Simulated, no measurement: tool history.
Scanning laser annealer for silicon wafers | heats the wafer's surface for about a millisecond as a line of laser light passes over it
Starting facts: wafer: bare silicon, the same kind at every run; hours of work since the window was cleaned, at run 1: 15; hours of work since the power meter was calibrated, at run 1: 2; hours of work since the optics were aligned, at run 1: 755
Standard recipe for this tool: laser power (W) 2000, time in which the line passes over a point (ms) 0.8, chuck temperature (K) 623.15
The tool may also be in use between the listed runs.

run,hour,laser power (W),time in which the line passes over a point (ms),chuck temperature (K),hours of work since the window was cleaned,hours of work since the power meter was calibrated,hours of work since the optics were aligned,highest temperature of the surface (K)
1,0,2000,0.8,623.15,15,2,755,1302.15
2,11.2,2000,0.8,623.15,21,9,761,1301.15
3,23.6,2000,0.8,623.15,28,16,768,1301.15
4,33.4,2000,0.8,623.15,34,22,774,1305.15
5,44.4,2000,0.998,623.15,41,28,781,1372.15
6,53.3,2000,0.998,623.15,46,34,786,1373.15
7,68,2000,0.998,623.15,55,42,795,1371.15
8,80.5,2000,0.998,623.15,62,50,802,1374.15
9,93.7,2000,0.998,623.15,70,57,810,1371.15
10,106.5,2000,0.998,623.15,77,65,817,1372.15
11,121.7,2000,0.8,623.15,86,74,826,1299.15
12,131.2,2000,0.8,623.15,92,80,832,1294.15
13,140.2,2000,0.8,623.15,97,85,837,1300.15
14,153.4,2000,0.8,623.15,105,93,845,1293.15
15,162.1,2000,0.8,623.15,110,98,850,1297.15
16,171.4,2000,0.8,621.15,115,103,855,1297.15
17,183,2000,0.8,621.15,122,110,862,1292.15
18,190.4,2166,0.867,623.15,127,114,867,1393.15
19,202.6,2166,0.867,623.15,134,122,874,1398.15
20,216.5,1806,0.767,631.15,142,130,882,1212.15
21,232.9,1806,0.62,623.15,152,139,892,1149.15
22,240.6,1806,0.62,623.15,156,144,896,1147.15
23,249.5,1777,0.762,617.15,161,149,901,1184.15
24,258.8,1777,0.762,617.15,167,155,907,1182.15
25,265.9,2000,0.89,614.15,171,159,911,1318.15
26,279.8,2000,0.667,595.15,179,167,919,1210.15
27,295.1,2131,0.8,623.15,188,176,928,1350.15
28,308.5,2091,0.691,623.15,196,184,936,1285.15
29,318.9,1938,0.88,596.15,202,190,942,1269.15
30,335.4,1995,0.885,623.15,212,200,952,1321.15
31,351,1730,0.8,638.15,221,209,961,1195.15

Each run again, without the hidden state but with its own random variation kept:
Hidden state at play: light that passes the window, % of a clean one's; laser's true power over the reading, %; width of the line over the set one, %; drift of the gauge itself on peak_c, C.
run,highest temperature of the surface (K)
1,1323.15
2,1323.15
3,1323.15
4,1327.15
5,1397.15
6,1399.15
7,1397.15
8,1401.15
9,1398.15
10,1400.15
11,1324.15
12,1320.15
13,1325.15
14,1320.15
15,1323.15
16,1323.15
17,1319.15
18,1425.15
19,1430.15
20,1237.15
21,1172.15
22,1170.15
23,1209.15
24,1207.15
25,1349.15
26,1238.15
27,1383.15
28,1316.15
29,1301.15
30,1355.15
31,1222.15
